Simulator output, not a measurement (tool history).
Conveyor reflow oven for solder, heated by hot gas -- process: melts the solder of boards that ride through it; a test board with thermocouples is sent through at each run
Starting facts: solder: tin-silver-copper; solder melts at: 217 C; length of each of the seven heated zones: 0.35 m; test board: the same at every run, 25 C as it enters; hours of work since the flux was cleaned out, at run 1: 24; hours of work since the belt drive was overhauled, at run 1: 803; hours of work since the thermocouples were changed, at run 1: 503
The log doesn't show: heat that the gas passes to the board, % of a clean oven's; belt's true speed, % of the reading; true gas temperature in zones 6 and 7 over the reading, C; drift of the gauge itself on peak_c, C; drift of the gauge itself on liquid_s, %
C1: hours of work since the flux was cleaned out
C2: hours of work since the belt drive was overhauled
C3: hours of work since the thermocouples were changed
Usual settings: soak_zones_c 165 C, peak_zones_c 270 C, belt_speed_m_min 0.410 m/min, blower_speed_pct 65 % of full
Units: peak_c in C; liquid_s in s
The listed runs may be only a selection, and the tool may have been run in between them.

Run 1, day 0.000: usual settings; C1 24; C2 803; C3 503. Result: peak_c 251.1 C, liquid_s 70.6 s.
Run 2, day 1.204: usual settings; C1 40; C2 818; C3 519. Result: peak_c 250.9 C, liquid_s 70.7 s.
Run 3, day 2.038: usual settings but belt_speed_m_min 0.391 m/min; C1 50; C2 829; C3 529. Result: peak_c 252.6 C, liquid_s 76.8 s.
Run 4, day 2.742: usual settings; C1 59; C2 838; C3 538. Result: peak_c 250.4 C, liquid_s 70.2 s.
Run 5, day 3.450: usual settings; C1 68; C2 847; C3 547. Result: peak_c 250.9 C, liquid_s 70.3 s.
Run 6, day 4.596: usual settings; C1 83; C2 862; C3 562. Result: peak_c 250.8 C, liquid_s 70.5 s.
At day 5.325: belt drive overhauled, speed set with a stopwatch.
Run 7, day 6.196: usual settings but soak_zones_c 175 C; C1 101; C2 11; C3 580. Result: peak_c 252.4 C, liquid_s 74.7 s.
Run 8, day 7.712: usual settings but soak_zones_c 175 C; C1 120; C2 30; C3 599. Result: peak_c 251.9 C, liquid_s 75.2 s.
Run 9, day 8.533: usual settings but soak_zones_c 158 C; C1 131; C2 41; C3 610. Result: peak_c 248.1 C, liquid_s 63.8 s.
Run 10, day 9.233: usual settings but soak_zones_c 158 C; C1 140; C2 50; C3 618. Result: peak_c 248.0 C, liquid_s 63.4 s.
Run 11, day 9.888: usual settings but soak_zones_c 158 C; C1 148; C2 58; C3 627. Result: peak_c 248.0 C, liquid_s 63.0 s.
At day 10.208: flux residue cleaned out of gas plates and filters.
Run 12, day 11.283: usual settings but soak_zones_c 158 C; C1 14; C2 73; C3 642. Result: peak_c 246.3 C, liquid_s 61.5 s.
Run 13, day 12.046: usual settings but soak_zones_c 158 C, peak_zones_c 279 C; C1 23; C2 83; C3 651. Result: peak_c 253.3 C, liquid_s 69.0 s.
Run 14, day 13.004: usual settings but blower_speed_pct 57 % of full; C1 35; C2 95; C3 664. Result: peak_c 245.9 C, liquid_s 63.0 s.
At day 13.762: flux residue cleaned out of gas plates and filters, once more.
Run 15, day 14.304: usual settings but blower_speed_pct 57 % of full; C1 7; C2 109; C3 677. Result: peak_c 249.3 C, liquid_s 67.6 s.
Run 16, day 15.208: usual settings; C1 18; C2 120; C3 689. Result: peak_c 251.1 C, liquid_s 70.5 s.
Run 17, day 16.592: usual settings; C1 36; C2 138; C3 707. Result: peak_c 250.8 C, liquid_s 69.5 s.
Run 18, day 17.675: usual settings but soak_zones_c 175 C, peak_zones_c 282 C; C1 50; C2 151; C3 720. Result: peak_c 263.1 C, liquid_s 85.2 s.
Run 19, day 18.683: usual settings but soak_zones_c 155 C, peak_zones_c 262 C; C1 62; C2 164; C3 733. Result: peak_c 242.2 C, liquid_s 55.4 s.
Run 20, day 19.329: usual settings but belt_speed_m_min 0.439 m/min; C1 71; C2 172; C3 741. Result: peak_c 247.9 C, liquid_s 61.2 s.
Run 21, day 20.642: usual settings but peak_zones_c 283 C, belt_speed_m_min 0.421 m/min; C1 87; C2 189; C3 758. Result: peak_c 260.5 C, liquid_s 76.7 s.
Run 22, day 22.042: usual settings but soak_zones_c 172 C, peak_zones_c 276 C, belt_speed_m_min 0.438 m/min, blower_speed_pct 81 % of full; C1 105; C2 207; C3 776. Result: peak_c 257.5 C, liquid_s 74.3 s.
Run 23, day 23.517: usual settings but soak_zones_c 152 C, peak_zones_c 282 C, belt_speed_m_min 0.364 m/min, blower_speed_pct 85 % of full; C1 124; C2 226; C3 794. Result: peak_c 266.8 C, liquid_s 90.7 s.
Run 24, day 24.492: usual settings but soak_zones_c 171 C, peak_zones_c 275 C; C1 136; C2 238; C3 807. Result: peak_c 255.5 C, liquid_s 77.3 s.
Run 25, day 25.675: usual settings but soak_zones_c 171 C, peak_zones_c 275 C; C1 151; C2 253; C3 822. Result: peak_c 255.4 C, liquid_s 76.4 s.
Run 26, day 26.467: usual settings but soak_zones_c 171 C, peak_zones_c 275 C; C1 161; C2 263; C3 832. Result: peak_c 255.4 C, liquid_s 76.4 s.
Run 27, day 27.904: usual settings but soak_zones_c 171 C, peak_zones_c 275 C; C1 180; C2 281; C3 850. Result: peak_c 254.5 C, liquid_s 76.1 s.
Run 28, day 29.150: usual settings but soak_zones_c 171 C, peak_zones_c 275 C; C1 195; C2 297; C3 866. Result: peak_c 254.7 C, liquid_s 75.4 s.
Run 29, day 30.279: usual settings but soak_zones_c 171 C, peak_zones_c 275 C; C1 210; C2 311; C3 880. Result: peak_c 255.0 C, liquid_s 75.5 s.
Run 30, day 31.617: usual settings but soak_zones_c 171 C, peak_zones_c 282 C, belt_speed_m_min 0.350 m/min; C1 227; C2 328; C3 897. Result: peak_c 266.7 C, liquid_s 101.4 s.
Run 31, day 32.292: usual settings but belt_speed_m_min 0.478 m/min; C1 235; C2 337; C3 906. Result: peak_c 242.0 C, liquid_s 48.8 s.

Consider 3 possible next runs. They are alternatives, not a sequence: every one starts from the tool as it was left by run 31. What does each give?
Run A, day 33.167: usual settings but soak_zones_c 163 C; C1 246; C2 348; C3 917. Result: peak_c ?, liquid_s ?.
Run B, day 33.167: usual settings but peak_zones_c 283 C, belt_speed_m_min 0.411 m/min; C1 246; C2 348; C3 917. Result: peak_c ?, liquid_s ?.
Run C, day 33.167: usual settings but peak_zones_c 273 C, belt_speed_m_min 0.377 m/min, blower_speed_pct 71 % of full; C1 246; C2 348; C3 917. Result: peak_c ?, liquid_s ?.

run  peak_c  liquid_s
  A   248.8      65.6
  B   259.9      77.9
  C   256.1      82.6
Without the tool's unlogged condition, the same runs would have read:
run  peak_c  liquid_s
  A   249.2      66.7
  B   260.4      78.6
  C   256.2      83.1

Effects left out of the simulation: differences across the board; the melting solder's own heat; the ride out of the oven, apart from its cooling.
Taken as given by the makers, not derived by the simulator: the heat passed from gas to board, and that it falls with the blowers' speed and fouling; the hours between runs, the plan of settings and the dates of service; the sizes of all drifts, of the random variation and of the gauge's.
